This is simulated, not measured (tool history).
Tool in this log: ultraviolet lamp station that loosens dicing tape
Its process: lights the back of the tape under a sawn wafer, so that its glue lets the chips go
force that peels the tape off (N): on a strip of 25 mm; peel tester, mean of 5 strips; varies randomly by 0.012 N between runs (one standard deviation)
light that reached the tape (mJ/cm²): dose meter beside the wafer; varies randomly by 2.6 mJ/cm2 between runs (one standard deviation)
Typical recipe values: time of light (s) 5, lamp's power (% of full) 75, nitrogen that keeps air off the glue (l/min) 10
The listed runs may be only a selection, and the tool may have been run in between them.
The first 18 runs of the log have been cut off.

run	hour	time of light (s)	lamp's power (% of full)	nitrogen that keeps air off the glue (l/min)	hours of work of the lamp	hours of work since the window was cleaned	force that peels the tape off (N)	light that reached the tape (mJ/cm²)
19	277	5	75	6	158	39	1.156	239
20	292.1	5	75	6	170	50	1.158	237
21	304.5	4	73	10	179	59	1.274	189
# hour 314.7: window cleaned of glue's vapour, once more
22	314.7	6	73	3	187	0	1.086	348
23	325.2	6	73	3	195	8	1.08	342
24	337.5	6	73	3	204	17	1.055	348
25	348.6	5	99	17	212	26	0.267	387
26	362.4	3	75	6	223	36	1.686	172
27	373.2	5	65	4	231	44	1.394	245
28	383	2	65	4	239	52	2.781	102
29	398.3	2	65	4	250	64	2.76	95
30	417.9	4	70	4	265	78	1.651	207
31	430.9	7	94	9	275	88	0.251	496
32	450.2	7	94	9	290	103	0.255	490
33	468.6	7	94	9	304	117	0.25	480
34	487.9	7	94	9	318	132	0.269	483
35	503	8	75	11	330	143	0.266	429
36	515.1	4	62	3	339	152	2.12	179
37	526.5	5	82	3	348	161	1.294	300
38	539.4	2	66	8	357	171	2.517	88
39	553.2	2	66	8	368	181	2.536	91

Here are 3 independent what-if runs from the current tool condition. What would each one return?
A	569.3	3	98	8	380	193	?	?
B	569.3	5	75	18	380	193	?	?
C	569.3	7	67	8	380	193	?	?

run	force that peels the tape off (N)	light that reached the tape (mJ/cm²)
A	1.26	209
B	0.576	260
C	0.62	323
The same runs, with their run-to-run variation unchanged, on a tool lacking any hidden condition would have given:
run	force that peels the tape off (N)	light that reached the tape (mJ/cm²)
A	0.947	258
B	0.383	322
C	0.412	399
